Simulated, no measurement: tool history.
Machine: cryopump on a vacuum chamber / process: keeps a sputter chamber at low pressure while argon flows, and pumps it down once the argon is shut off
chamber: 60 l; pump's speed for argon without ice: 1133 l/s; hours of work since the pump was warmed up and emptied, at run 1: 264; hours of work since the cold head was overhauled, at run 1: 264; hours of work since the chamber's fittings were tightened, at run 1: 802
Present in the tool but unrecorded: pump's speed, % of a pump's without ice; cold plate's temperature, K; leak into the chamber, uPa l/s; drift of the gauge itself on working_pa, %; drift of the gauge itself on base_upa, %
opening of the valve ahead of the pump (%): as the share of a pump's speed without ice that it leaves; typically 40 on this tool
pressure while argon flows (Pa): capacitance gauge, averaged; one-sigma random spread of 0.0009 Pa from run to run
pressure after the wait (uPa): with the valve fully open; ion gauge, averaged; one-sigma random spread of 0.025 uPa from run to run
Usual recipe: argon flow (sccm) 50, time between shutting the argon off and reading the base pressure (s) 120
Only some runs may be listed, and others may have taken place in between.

run    hour  argon flow (sccm)  time between shutting the argon off and reading the base pressure (s)  opening of the valve ahead of the pump (%)  hours of work since the pump was warmed up and emptied  hours of work since the cold head was overhauled  hours of work since the chamber's fittings were tightened  pressure while argon flows (Pa)  pressure after the wait (uPa)
  1       0                 50                                                                    120                                          40                                                     264                                               264                                                        802                           0.1948                           2.71
  2      83                 50                                                                    120                                          40                                                     300                                               300                                                        838                           0.1929                           2.84
  3   146.9                 50                                                                    120                                          40                                                     327                                               327                                                        865                           0.1954                           2.93
  4   240.4                 24                                                                    120                                          40                                                     368                                               368                                                        906                           0.0942                           3.05
  5   313.7                 50                                                                     73                                          40                                                     399                                               399                                                        937                           0.1974                            3.6
  6   368.6                 50                                                                     73                                          40                                                     423                                               423                                                        961                           0.1964                           3.62
  7   419.7                 50                                                                     73                                          40                                                     445                                               445                                                        983                           0.1984                            3.7
  8   495.4                 50                                                                     64                                          40                                                     477                                               477                                                       1015                           0.1995                           4.01
      548.2  -- leaking fittings of the chamber tightened, without venting
  9   563.6                 50                                                                    120                                          40                                                     505                                               505                                                          7                              0.2                           1.05
 10   654.4                 50                                                                    120                                          40                                                     544                                               544                                                         46                           0.2011                            1.1
 11   716.9                 50                                                                    120                                          22                                                     571                                               571                                                         72                           0.3557                           1.19
 12   772.5                 50                                                                    120                                          40                                                     595                                               595                                                         96                           0.2034                           1.21
 13   853.1                 50                                                                    120                                          40                                                     630                                               630                                                        131                           0.2022                           1.33
 14   943.5                 50                                                                    120                                          40                                                     669                                               669                                                        170                           0.2038                           1.46
 15    1024                 50                                                                    120                                          40                                                     703                                               703                                                        204                           0.2039                           1.56
 16  1095.9                 50                                                                    120                                          40                                                     734                                               734                                                        235                           0.2061                           1.61
 17    1183                 58                                                                    182                                          29                                                     771                                               771                                                        273                           0.3216                            1.4
 18  1224.2                 36                                                                    173                                          58                                                     789                                               789                                                        290                           0.1074                           1.58
 19  1269.9                 36                                                                    173                                          58                                                     809                                               809                                                        310                           0.1086                           1.61
 20  1362.1                 36                                                                     32                                          57                                                     848                                               848                                                        349                           0.1108                           3.87
 21  1442.7                 37                                                                     40                                          42                                                     883                                               883                                                        384                           0.1485                           3.34
 22  1503.3                 37                                                                     40                                          42                                                     909                                               909                                                        410                           0.1498                           3.49
 23  1589.5                 42                                                                     62                                          27                                                     946                                               946                                                        447                            0.255                           2.87
 24  1673.3                 42                                                                     62                                          27                                                     982                                               982                                                        483                           0.2549                           2.96
 25  1710.9                 75                                                                     47                                          38                                                     998                                               998                                                        499                           0.3386                            3.5
 26  1769.8                 75                                                                     47                                          38                                                    1023                                              1023                                                        524                           0.3408                           3.59
 27  1862.5                 75                                                                    278                                          38                                                    1063                                              1063                                                        564                           0.3407                           2.26
 28    1949                 97                                                                    140                                          57                                                    1100                                              1100                                                        601                           0.3174                           2.67
 29    2009                 35                                                                    231                                          20                                                    1126                                              1126                                                        627                           0.2828                           2.47
 30  2091.2                 95                                                                     50                                          21                                                    1161                                              1161                                                        662                           0.7434                           3.92
     2125.7  -- pump warmed up, emptied and cooled again
 31  2141.1                 54                                                                     50                                          57                                                       7                                              1181                                                        682                           0.1446                           3.33
 32  2205.4                 72                                                                    160                                          35                                                      34                                              1208                                                        709                           0.3144                           2.23

Forecast each of these 3 alternatives for the next run:
  A  2288.5                 23                                                                    160                                          35                                                      70                                              1244                                                        745                                ?                              ?
  B  2288.5                 25                                                                     24                                          19                                                      70                                              1244                                                        745                                ?                              ?
  C  2288.5                 75                                                                    135                                          27                                                      70                                              1244                                                        745                                ?                              ?

run  pressure while argon flows (Pa)  pressure after the wait (uPa)
  A                           0.0983                           2.35
  B                           0.1974                           5.26
  C                           0.4148                           2.46
Without the tool's hidden state the same runs would have given:
run  pressure while argon flows (Pa)  pressure after the wait (uPa)
  A                           0.0968                            0.8
  B                           0.1958                           3.73
  C                             0.41                           0.91
